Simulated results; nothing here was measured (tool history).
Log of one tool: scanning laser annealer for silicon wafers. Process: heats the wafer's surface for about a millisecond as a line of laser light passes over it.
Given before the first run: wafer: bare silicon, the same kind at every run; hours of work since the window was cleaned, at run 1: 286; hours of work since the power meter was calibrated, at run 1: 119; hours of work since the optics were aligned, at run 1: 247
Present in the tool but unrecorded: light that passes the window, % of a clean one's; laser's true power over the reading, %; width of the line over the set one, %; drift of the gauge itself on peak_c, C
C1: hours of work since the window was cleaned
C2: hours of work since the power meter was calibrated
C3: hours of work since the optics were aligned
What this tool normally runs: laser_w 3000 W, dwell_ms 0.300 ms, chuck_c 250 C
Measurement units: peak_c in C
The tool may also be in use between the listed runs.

run 1 hour=0.0 | laser_w=3000 dwell_ms=0.300 chuck_c=250 | C1=286 C2=119 C3=247 | peak_c=955
run 2 hour=8.5 | laser_w=3000 dwell_ms=0.300 chuck_c=250 | C1=293 C2=125 C3=253 | peak_c=955
run 3 hour=12.5 | laser_w=3000 dwell_ms=0.300 chuck_c=250 | C1=295 C2=128 C3=256 | peak_c=953
run 4 hour=21.4 | laser_w=3000 dwell_ms=0.300 chuck_c=250 | C1=302 C2=135 C3=263 | peak_c=951
run 5 hour=27.5 | laser_w=3000 dwell_ms=0.269 chuck_c=250 | C1=307 C2=139 C3=267 | peak_c=915
run 6 hour=35.8 | laser_w=3000 dwell_ms=0.269 chuck_c=250 | C1=313 C2=146 C3=273 | peak_c=915
run 7 hour=39.9 | laser_w=3000 dwell_ms=0.269 chuck_c=250 | C1=316 C2=149 C3=277 | peak_c=911
run 8 hour=47.8 | laser_w=3000 dwell_ms=0.374 chuck_c=250 | C1=321 C2=154 C3=282 | peak_c=1033
run 9 hour=53.8 | laser_w=3000 dwell_ms=0.374 chuck_c=250 | C1=326 C2=159 C3=287 | peak_c=1035
run 10 hour=58.0 | laser_w=3000 dwell_ms=0.374 chuck_c=250 | C1=329 C2=162 C3=290 | peak_c=1033
run 11 hour=64.9 | laser_w=3000 dwell_ms=0.374 chuck_c=250 | C1=334 C2=167 C3=295 | peak_c=1029
run 12 hour=72.9 | laser_w=3000 dwell_ms=0.374 chuck_c=250 | C1=340 C2=173 C3=301 | peak_c=1033
-- hour=78.5 optics aligned, line set to its width
run 13 hour=81.7 | laser_w=3000 dwell_ms=0.374 chuck_c=250 | C1=343 C2=176 C3=2 | peak_c=1029
run 14 hour=86.8 | laser_w=3000 dwell_ms=0.374 chuck_c=250 | C1=347 C2=179 C3=6 | peak_c=1031
run 15 hour=92.6 | laser_w=3000 dwell_ms=0.374 chuck_c=250 | C1=351 C2=184 C3=10 | peak_c=1030
run 16 hour=101.9 | laser_w=3000 dwell_ms=0.300 chuck_c=250 | C1=358 C2=191 C3=17 | peak_c=948
run 17 hour=106.8 | laser_w=3000 dwell_ms=0.300 chuck_c=250 | C1=361 C2=194 C3=21 | peak_c=947
run 18 hour=112.1 | laser_w=3000 dwell_ms=0.300 chuck_c=250 | C1=365 C2=198 C3=25 | peak_c=947
-- hour=122.0 optics aligned, line set to its width, once more
run 19 hour=124.8 | laser_w=3000 dwell_ms=0.300 chuck_c=250 | C1=371 C2=204 C3=2 | peak_c=957
run 20 hour=132.5 | laser_w=2854 dwell_ms=0.300 chuck_c=250 | C1=377 C2=210 C3=8 | peak_c=917
run 21 hour=141.0 | laser_w=2854 dwell_ms=0.300 chuck_c=250 | C1=383 C2=216 C3=14 | peak_c=915
run 22 hour=148.4 | laser_w=2854 dwell_ms=0.300 chuck_c=250 | C1=388 C2=221 C3=19 | peak_c=916
run 23 hour=153.8 | laser_w=3000 dwell_ms=0.300 chuck_c=278 | C1=392 C2=225 C3=23 | peak_c=982
run 24 hour=158.5 | laser_w=2580 dwell_ms=0.293 chuck_c=276 | C1=396 C2=229 C3=27 | peak_c=862
run 25 hour=164.1 | laser_w=2879 dwell_ms=0.232 chuck_c=250 | C1=400 C2=233 C3=31 | peak_c=840
run 26 hour=171.7 | laser_w=2879 dwell_ms=0.232 chuck_c=250 | C1=406 C2=238 C3=37 | peak_c=837
run 27 hour=178.7 | laser_w=2879 dwell_ms=0.232 chuck_c=250 | C1=411 C2=244 C3=42 | peak_c=839
run 28 hour=182.6 | laser_w=2879 dwell_ms=0.232 chuck_c=250 | C1=414 C2=246 C3=45 | peak_c=841
run 29 hour=186.4 | laser_w=2702 dwell_ms=0.259 chuck_c=237 | C1=416 C2=249 C3=48 | peak_c=817
run 30 hour=194.2 | laser_w=2963 dwell_ms=0.259 chuck_c=262 | C1=422 C2=255 C3=53 | peak_c=905
run 31 hour=200.5 | laser_w=3131 dwell_ms=0.259 chuck_c=211 | C1=427 C2=260 C3=58 | peak_c=893
run 32 hour=208.6 | laser_w=3131 dwell_ms=0.259 chuck_c=211 | C1=433 C2=266 C3=64 | peak_c=893
run 33 hour=213.9 | laser_w=2817 dwell_ms=0.258 chuck_c=255 | C1=437 C2=270 C3=68 | peak_c=859
run 34 hour=218.1 | laser_w=2934 dwell_ms=0.254 chuck_c=250 | C1=440 C2=273 C3=71 | peak_c=878
run 35 hour=225.7 | laser_w=3000 dwell_ms=0.274 chuck_c=251 | C1=445 C2=278 C3=77 | peak_c=922
run 36 hour=229.8 | laser_w=2609 dwell_ms=0.274 chuck_c=251 | C1=448 C2=281 C3=80 | peak_c=824
run 37 hour=234.6 | laser_w=3096 dwell_ms=0.330 chuck_c=250 | C1=452 C2=285 C3=83 | peak_c=1010
run 38 hour=242.2 | laser_w=2703 dwell_ms=0.330 chuck_c=263 | C1=458 C2=290 C3=89 | peak_c=917
run 39 hour=250.5 | laser_w=2905 dwell_ms=0.330 chuck_c=234 | C1=464 C2=297 C3=95 | peak_c=941
run 40 hour=258.9 | laser_w=2637 dwell_ms=0.300 chuck_c=250 | C1=470 C2=303 C3=101 | peak_c=856

Forecast each of these 5 alternatives for the next run:
run A hour=263.1 | laser_w=3000 dwell_ms=0.276 chuck_c=244 | C1=473 C2=306 C3=104 | peak_c=?
run B hour=263.1 | laser_w=3000 dwell_ms=0.269 chuck_c=247 | C1=473 C2=306 C3=104 | peak_c=?
run C hour=263.1 | laser_w=3000 dwell_ms=0.300 chuck_c=231 | C1=473 C2=306 C3=104 | peak_c=?
run D hour=263.1 | laser_w=2637 dwell_ms=0.287 chuck_c=257 | C1=473 C2=306 C3=104 | peak_c=?
run E hour=263.1 | laser_w=2768 dwell_ms=0.300 chuck_c=281 | C1=473 C2=306 C3=104 | peak_c=?

run=A peak_c=916
run=B peak_c=908
run=C peak_c=929
run=D peak_c=849
run=E peak_c=922
Had the tool no hidden state, the same runs would have come out as:
run=A peak_c=934
run=B peak_c=926
run=C peak_c=948
run=D peak_c=865
run=E peak_c=939

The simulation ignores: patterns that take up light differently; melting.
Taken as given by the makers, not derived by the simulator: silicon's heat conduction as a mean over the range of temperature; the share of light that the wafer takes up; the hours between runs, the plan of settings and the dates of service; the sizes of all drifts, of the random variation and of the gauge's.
